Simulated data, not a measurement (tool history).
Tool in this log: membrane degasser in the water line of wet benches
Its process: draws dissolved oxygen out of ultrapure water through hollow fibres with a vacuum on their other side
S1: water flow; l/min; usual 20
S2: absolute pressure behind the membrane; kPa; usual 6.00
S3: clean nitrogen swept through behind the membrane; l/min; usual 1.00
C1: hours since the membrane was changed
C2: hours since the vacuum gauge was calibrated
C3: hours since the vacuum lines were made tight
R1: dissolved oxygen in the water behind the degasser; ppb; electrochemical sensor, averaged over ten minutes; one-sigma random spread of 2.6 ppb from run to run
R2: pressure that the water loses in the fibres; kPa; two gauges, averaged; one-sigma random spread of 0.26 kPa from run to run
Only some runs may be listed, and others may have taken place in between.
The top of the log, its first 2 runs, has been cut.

{"run": 3, "hour": 61.0, "S1": 20, "S2": 6.0, "S3": 1.0, "C1": 1313, "C2": 2405, "C3": 10174, "R1": 265.8, "R2": 69.55}
{"run": 4, "hour": 91.6, "S1": 20, "S2": 6.0, "S3": 1.0, "C1": 1344, "C2": 2436, "C3": 10205, "R1": 264.7, "R2": 70.24}
{"run": 5, "hour": 144.6, "S1": 20, "S2": 6.0, "S3": 1.0, "C1": 1397, "C2": 2489, "C3": 10258, "R1": 267.5, "R2": 70.21}
{"run": 6, "hour": 170.1, "S1": 20, "S2": 6.0, "S3": 1.0, "C1": 1422, "C2": 2514, "C3": 10283, "R1": 260.8, "R2": 69.62}
{"run": 7, "hour": 205.1, "S1": 20, "S2": 6.0, "S3": 1.0, "C1": 1457, "C2": 2549, "C3": 10318, "R1": 265.8, "R2": 69.52}
{"run": 8, "hour": 250.8, "S1": 20, "S2": 6.0, "S3": 1.0, "C1": 1503, "C2": 2595, "C3": 10364, "R1": 261.1, "R2": 69.77}
{"run": 9, "hour": 286.7, "S1": 20, "S2": 6.0, "S3": 1.0, "C1": 1539, "C2": 2631, "C3": 10400, "R1": 265.4, "R2": 69.99}
{"run": 10, "hour": 340.2, "S1": 20, "S2": 6.0, "S3": 1.0, "C1": 1592, "C2": 2684, "C3": 10453, "R1": 260.8, "R2": 69.72}
{"run": 11, "hour": 381.4, "S1": 20, "S2": 6.0, "S3": 1.0, "C1": 1634, "C2": 2725, "C3": 10495, "R1": 262.9, "R2": 69.68}
{"run": 12, "hour": 416.2, "S1": 20, "S2": 6.0, "S3": 1.0, "C1": 1668, "C2": 2760, "C3": 10529, "R1": 262.0, "R2": 69.35}
{"run": 13, "hour": 463.1, "S1": 20, "S2": 6.0, "S3": 1.0, "C1": 1715, "C2": 2807, "C3": 10576, "R1": 259.0, "R2": 69.67}
{"run": 14, "hour": 505.1, "S1": 20, "S2": 6.0, "S3": 1.0, "C1": 1757, "C2": 2849, "C3": 10618, "R1": 263.8, "R2": 69.39}
{"run": 15, "hour": 559.7, "S1": 20, "S2": 6.0, "S3": 1.0, "C1": 1812, "C2": 2904, "C3": 10673, "R1": 262.1, "R2": 69.3}
{"run": 16, "hour": 614.1, "S1": 20, "S2": 6.0, "S3": 1.0, "C1": 1866, "C2": 2958, "C3": 10727, "R1": 259.8, "R2": 70.0}
{"run": 17, "hour": 648.6, "S1": 20, "S2": 6.0, "S3": 1.0, "C1": 1901, "C2": 2993, "C3": 10762, "R1": 264.8, "R2": 69.66}
{"run": 18, "hour": 677.6, "S1": 15, "S2": 10.23, "S3": 0.76, "C1": 1930, "C2": 3022, "C3": 10791, "R1": 393.5, "R2": 52.49}
{"run": 19, "hour": 713.9, "S1": 29, "S2": 4.71, "S3": 2.4, "C1": 1966, "C2": 3058, "C3": 10827, "R1": 286.3, "R2": 101.92}
{"run": 20, "hour": 758.7, "S1": 28, "S2": 14.8, "S3": 2.4, "C1": 2011, "C2": 3103, "C3": 10872, "R1": 529.0, "R2": 97.67}
{"hour": 794.7, "done": "vacuum gauge calibrated"}
{"run": 21, "hour": 800.4, "S1": 13, "S2": 4.2, "S3": 2.4, "C1": 2052, "C2": 6, "C3": 10913, "R1": 84.5, "R2": 45.29}
{"run": 22, "hour": 834.0, "S1": 13, "S2": 4.2, "S3": 2.4, "C1": 2086, "C2": 39, "C3": 10947, "R1": 84.2, "R2": 45.85}
{"run": 23, "hour": 880.1, "S1": 20, "S2": 5.92, "S3": 1.65, "C1": 2132, "C2": 85, "C3": 10993, "R1": 216.2, "R2": 70.37}

Run 24 is up next; what results do you expect?
{"run": 24, "hour": 902.9, "S1": 22, "S2": 10.86, "S3": 1.65, "C1": 2155, "C2": 108, "C3": 11016, "R1": "?", "R2": "?"}

{"run 24": {"R1": 385.8, "R2": 76.76}}
On a tool with no hidden condition, and with the same random variation, this run would have come out at R1 378.2 ppb, R2 76.05 kPa.

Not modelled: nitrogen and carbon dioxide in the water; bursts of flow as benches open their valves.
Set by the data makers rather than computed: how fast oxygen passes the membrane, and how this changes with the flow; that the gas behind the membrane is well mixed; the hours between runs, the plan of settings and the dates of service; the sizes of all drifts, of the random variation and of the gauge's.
